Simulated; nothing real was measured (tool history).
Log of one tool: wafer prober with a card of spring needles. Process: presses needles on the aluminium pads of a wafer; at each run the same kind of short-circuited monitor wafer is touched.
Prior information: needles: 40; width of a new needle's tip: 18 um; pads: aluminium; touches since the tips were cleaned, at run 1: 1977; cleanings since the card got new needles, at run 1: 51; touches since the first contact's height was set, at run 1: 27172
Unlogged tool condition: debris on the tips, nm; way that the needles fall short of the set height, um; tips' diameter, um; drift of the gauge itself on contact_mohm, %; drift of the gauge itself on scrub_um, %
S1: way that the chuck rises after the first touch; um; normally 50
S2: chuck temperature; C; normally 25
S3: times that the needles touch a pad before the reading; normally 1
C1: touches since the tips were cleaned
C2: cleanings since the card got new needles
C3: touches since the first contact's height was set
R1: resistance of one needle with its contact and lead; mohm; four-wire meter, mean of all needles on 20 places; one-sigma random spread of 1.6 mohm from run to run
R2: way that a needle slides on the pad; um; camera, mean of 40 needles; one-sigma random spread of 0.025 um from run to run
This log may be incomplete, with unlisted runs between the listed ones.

run   hour  S1  S2  S3    C1  C2     C3   R1    R2
  1    0.0  50  25   1  1977  51  27172  155  8.02
       8.1  -- tips cleaned on abrasive film
  2   13.0  50  25   1  1242  52  30432  159  7.95
      23.5  -- tips cleaned on abrasive film
  3   32.1  50  25   1  2151  53  35215  158  7.96
      38.7  -- tips cleaned on abrasive film
  4   46.8  32  25   1  2034  54  38906  174  5.12
      54.5  -- tips cleaned on abrasive film
  5   63.9  32  25   1  2374  55  43188  176  5.11
      69.3  -- tips cleaned on abrasive film
  6   81.4  41  25   1  3060  56  47602  163  6.53
      85.9  -- tips cleaned on abrasive film
  7   93.5  53  29   1  1911  57  50610  154  8.48
     102.4  -- tips cleaned on abrasive film
     117.3  -- tips cleaned on abrasive film
  8  118.4  50  25   2   288  59  56852  155  7.99
     132.2  -- tips cleaned on abrasive film
  9  136.5  37  25   1  1102  60  61405  167  5.93
     142.6  -- height of the first contact set anew
     148.0  -- tips cleaned on abrasive film
 10  151.4  48  25   2   842  61   2183  158  7.64
     163.1  -- tips cleaned on abrasive film
 11  166.2  62  39   2   784  62   5913  152  9.92
     177.7  -- tips cleaned on abrasive film
 12  181.1  62  39   2   850  63   9627  148  9.82

Branching from run 12: 5 alternative next runs. What would each branch give?
     192.1  -- tips cleaned on abrasive film
  A  193.7  54   47   1  400  64  12780   ?   ?
     192.1  -- tips cleaned on abrasive film
  B  193.7  67   39   2  400  64  12780   ?   ?
     192.1  -- tips cleaned on abrasive film
  C  193.7  59   77   2  400  64  12780   ?   ?
     192.1  -- tips cleaned on abrasive film
  D  193.7  48  113   1  400  64  12780   ?   ?
     192.1  -- tips cleaned on abrasive film
  E  193.7  62   52   2  400  64  12780   ?   ?

run   R1     R2
  A  159   8.62
  B  151  10.66
  C  159   9.39
  D  179   7.62
  E  157   9.89
Had the tool no hidden state, the same runs would have come out as:
run   R1     R2
  A  159   8.67
  B  151  10.72
  C  159   9.44
  D  179   7.66
  E  157   9.95
